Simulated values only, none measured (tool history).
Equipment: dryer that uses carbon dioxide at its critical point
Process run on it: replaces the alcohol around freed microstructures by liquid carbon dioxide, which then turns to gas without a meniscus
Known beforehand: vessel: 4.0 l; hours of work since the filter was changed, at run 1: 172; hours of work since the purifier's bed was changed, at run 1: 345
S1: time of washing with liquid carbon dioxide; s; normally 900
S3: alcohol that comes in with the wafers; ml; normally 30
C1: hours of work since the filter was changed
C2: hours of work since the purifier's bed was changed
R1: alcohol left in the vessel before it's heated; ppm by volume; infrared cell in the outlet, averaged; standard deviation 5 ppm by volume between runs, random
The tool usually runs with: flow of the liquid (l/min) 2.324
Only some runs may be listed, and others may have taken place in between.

Run 1, hour 0.0: usual settings; C1 172; C2 345. Result: R1 117 ppm by volume.
Run 2, hour 10.7: usual settings but S3 48 ml; C1 176; C2 350. Result: R1 123 ppm by volume.
Run 3, hour 27.4: usual settings but S1 660 s; C1 184; C2 357. Result: R1 193 ppm by volume.
At hour 35.2: inlet filter changed.
Run 4, hour 40.5: usual settings; C1 2; C2 362. Result: R1 116 ppm by volume.
Run 5, hour 54.2: usual settings; C1 8; C2 368. Result: R1 123 ppm by volume.
Run 6, hour 68.2: usual settings; C1 14; C2 374. Result: R1 122 ppm by volume.
Run 7, hour 84.4: usual settings; C1 21; C2 381. Result: R1 118 ppm by volume.
Run 8, hour 97.4: usual settings; C1 26; C2 386. Result: R1 125 ppm by volume.
Run 9, hour 114.1: usual settings but S1 540 s; C1 33; C2 393. Result: R1 255 ppm by volume.
Run 10, hour 131.3: usual settings but S1 540 s, S3 67 ml; C1 41; C2 401. Result: R1 466 ppm by volume.
Run 11, hour 147.5: usual settings but S1 540 s, S3 67 ml; C1 48; C2 408. Result: R1 484 ppm by volume.
Run 12, hour 166.6: usual settings; C1 56; C2 416. Result: R1 126 ppm by volume.
Run 13, hour 179.0: usual settings; C1 61; C2 421. Result: R1 128 ppm by volume.
Run 14, hour 200.3: usual settings; C1 70; C2 430. Result: R1 138 ppm by volume.
Run 15, hour 219.3: usual settings; C1 78; C2 438. Result: R1 148 ppm by volume.
Run 16, hour 231.8: usual settings; C1 83; C2 443. Result: R1 138 ppm by volume.
Run 17, hour 250.6: usual settings; C1 91; C2 451. Result: R1 144 ppm by volume.
Run 18, hour 271.7: usual settings; C1 100; C2 460. Result: R1 147 ppm by volume.
Run 19, hour 294.3: usual settings; C1 110; C2 470. Result: R1 155 ppm by volume.
Run 20, hour 316.3: usual settings; C1 119; C2 479. Result: R1 152 ppm by volume.
Run 21, hour 334.5: usual settings but flow of the liquid (l/min) 2.840; C1 127; C2 487. Result: R1 134 ppm by volume.
Run 22, hour 351.9: usual settings but flow of the liquid (l/min) 2.840; C1 134; C2 494. Result: R1 141 ppm by volume.
Run 23, hour 372.2: usual settings but S1 1020 s, flow of the liquid (l/min) 2.840; C1 143; C2 503. Result: R1 142 ppm by volume.
Run 24, hour 385.2: usual settings but S3 94 ml; C1 148; C2 508. Result: R1 199 ppm by volume.
Run 25, hour 396.6: usual settings but S1 840 s, flow of the liquid (l/min) 1.940, S3 76 ml; C1 153; C2 513. Result: R1 314 ppm by volume.
Run 26, hour 410.4: usual settings but S1 840 s, flow of the liquid (l/min) 1.940, S3 76 ml; C1 159; C2 519. Result: R1 343 ppm by volume.
Run 27, hour 425.1: usual settings but S1 840 s, flow of the liquid (l/min) 1.940, S3 71 ml; C1 165; C2 525. Result: R1 318 ppm by volume.
Run 28, hour 438.6: usual settings but S1 1440 s, S3 61 ml; C1 171; C2 531. Result: R1 158 ppm by volume.
Run 29, hour 461.4: usual settings but S1 1440 s, S3 61 ml; C1 181; C2 541. Result: R1 155 ppm by volume.
At hour 475.2: inlet filter changed.
Run 30, hour 485.0: usual settings but S1 1020 s, flow of the liquid (l/min) 1.420, S3 29 ml; C1 4; C2 550. Result: R1 240 ppm by volume.
Run 31, hour 504.2: usual settings but S1 1020 s, flow of the liquid (l/min) 1.420, S3 29 ml; C1 12; C2 558. Result: R1 236 ppm by volume.
Run 32, hour 520.0: usual settings but S1 600 s, flow of the liquid (l/min) 3.190; C1 19; C2 565. Result: R1 167 ppm by volume.
Run 33, hour 536.5: usual settings but S1 1080 s, flow of the liquid (l/min) 2.100, S3 21 ml; C1 26; C2 572. Result: R1 157 ppm by volume.
Run 34, hour 555.2: usual settings but S1 1080 s, flow of the liquid (l/min) 1.850, S3 71 ml; C1 34; C2 580. Result: R1 203 ppm by volume.
Run 35, hour 569.4: usual settings but S1 1320 s, flow of the liquid (l/min) 2.420, S3 21 ml; C1 40; C2 586. Result: R1 166 ppm by volume.
Run 36, hour 579.3: usual settings but S1 1200 s, flow of the liquid (l/min) 2.420, S3 51 ml; C1 44; C2 590. Result: R1 162 ppm by volume.
Run 37, hour 592.6: usual settings but S1 1200 s, flow of the liquid (l/min) 2.420, S3 51 ml; C1 50; C2 596. Result: R1 172 ppm by volume.
At hour 610.3: purifier's bed changed.
Run 38, hour 612.3: usual settings but flow of the liquid (l/min) 3.520; C1 57; C2 1. Result: R1 15 ppm by volume.

Below are 4 alternative next runs, each starting from the tool's condition after run 38. Predict each:
Run A, hour 629.6: usual settings but S3 54 ml; C1 64; C2 8. Result: R1 ?.
Run B, hour 629.6: usual settings but S1 1260 s; C1 64; C2 8. Result: R1 ?.
Run C, hour 629.6: usual settings but flow of the liquid (l/min) 3.520, S3 60 ml; C1 64; C2 8. Result: R1 ?.
Run D, hour 629.6: usual settings but S1 780 s, flow of the liquid (l/min) 3.520; C1 64; C2 8. Result: R1 ?.

run  R1
  A  36
  B  10
  C  18
  D   9
Without the tool's hidden state the same runs would have given:
run  R1
  A  28
  B   7
  C  15
  D   6
